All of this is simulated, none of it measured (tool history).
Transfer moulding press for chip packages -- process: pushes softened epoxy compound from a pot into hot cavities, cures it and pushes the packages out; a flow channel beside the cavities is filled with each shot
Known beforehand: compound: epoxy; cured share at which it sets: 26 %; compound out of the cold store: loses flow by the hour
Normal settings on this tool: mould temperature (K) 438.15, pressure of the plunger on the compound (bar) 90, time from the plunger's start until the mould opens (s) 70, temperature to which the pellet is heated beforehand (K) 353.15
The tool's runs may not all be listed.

run	hour	mould temperature (K)	pressure of the plunger on the compound (bar)	time from the plunger's start until the mould opens (s)	temperature to which the pellet is heated beforehand (K)	incoming compound's hours out of the cold store	length that the compound runs in the flow channel (mm)	greatest force on the pins that push the packages out (N)
1	0	438.15	90	70	353.15	23.2	924	1048
2	35.2	438.15	90	70	353.15	30.1	894	1278
# hour 50.4: cavities cleaned with cleaning compound and waxed
3	96.8	440.15	90	70	353.15	34.4	886	1064
# hour 111.6: cavities cleaned with cleaning compound and waxed
4	150.3	440.15	90	70	353.15	25.4	888	1060
# hour 168.6: cavities cleaned with cleaning compound and waxed
5	206.1	440.15	90	70	353.15	34.1	859	984
# hour 225.3: cavities cleaned with cleaning compound and waxed
6	251.5	440.15	90	70	353.15	42.4	834	941
# hour 265: plunger's sealing rings changed
# hour 284.6: cavities cleaned with cleaning compound and waxed
7	292.5	438.15	90	70	353.15	36.5	900	978
# hour 341.5: cavities cleaned with cleaning compound and waxed
8	352.3	438.15	90	70	353.15	11.3	976	1053
9	377	438.15	90	62	353.15	27.7	913	1559
# hour 400.6: cavities cleaned with cleaning compound and waxed
10	423.2	438.15	90	62	353.15	38.9	871	1472
# hour 460.4: cavities cleaned with cleaning compound and waxed
11	460.7	438.15	90	62	353.15	45	855	1265
# hour 492.5: mould's thermocouples calibrated
# hour 519.9: cavities cleaned with cleaning compound and waxed
12	519.9	438.15	90	70	353.15	12.9	959	966
13	553.3	438.15	90	70	353.15	43.4	843	1114
# hour 581.3: cavities cleaned with cleaning compound and waxed
14	583.5	438.15	90	70	353.15	17.8	909	986
15	615.3	438.15	90	70	353.15	35.3	861	1160
# hour 642.9: cavities cleaned with cleaning compound and waxed
16	646.9	431.15	90.6	70	356.15	46.6	841	1430
# hour 658.3: plunger's sealing rings changed
# hour 704.6: cavities cleaned with cleaning compound and waxed
17	707.4	433.15	87.6	61	362.15	10.8	979	1832
18	737.2	433.15	87.6	52	344.15	47.9	859	2628
# hour 764.2: cavities cleaned with cleaning compound and waxed
19	764.6	440.15	87.6	52	360.15	21.3	922	1645
20	799.1	440.15	87.6	52	360.15	28.9	893	2040
# hour 822.3: cavities cleaned with cleaning compound and waxed
21	847.2	438.15	90	70	354.15	17.4	952	1159
# hour 880: cavities cleaned with cleaning compound and waxed
22	894.1	438.15	90	70	354.15	47.3	846	997
# hour 937.4: cavities cleaned with cleaning compound and waxed
23	951.8	438.15	90	70	354.15	36.3	868	1035
24	979.7	434.15	90	81	353.15	13.1	936	1101
# hour 995: cavities cleaned with cleaning compound and waxed
25	1029.9	438.15	90	65	356.15	26.3	873	1389
# hour 1045.2: plunger's sealing rings changed
# hour 1057.4: cavities cleaned with cleaning compound and waxed
26	1090.2	438.15	90	65	356.15	16.5	961	1377
# hour 1116.4: cavities cleaned with cleaning compound and waxed
27	1116.4	438.15	90	65	356.15	14.1	960	1141

3 ways to go on from here, each from the tool as it stands after run 27. What would each give?
# hour 1177.8: cavities cleaned with cleaning compound and waxed
A	1178.5	442.15	68.3	65	356.15	25.9	?	?
# hour 1177.8: cavities cleaned with cleaning compound and waxed
B	1178.5	438.15	90	70	352.15	30.6	?	?
# hour 1177.8: cavities cleaned with cleaning compound and waxed
C	1178.5	445.15	90	65	359.15	10.3	?	?

run	length that the compound runs in the flow channel (mm)	greatest force on the pins that push the packages out (N)
A	785	830
B	912	903
C	948	675
Stripped of hidden state, with their random variation kept, the same runs would have yielded:
run	length that the compound runs in the flow channel (mm)	greatest force on the pins that push the packages out (N)
A	804	867
B	933	943
C	971	702
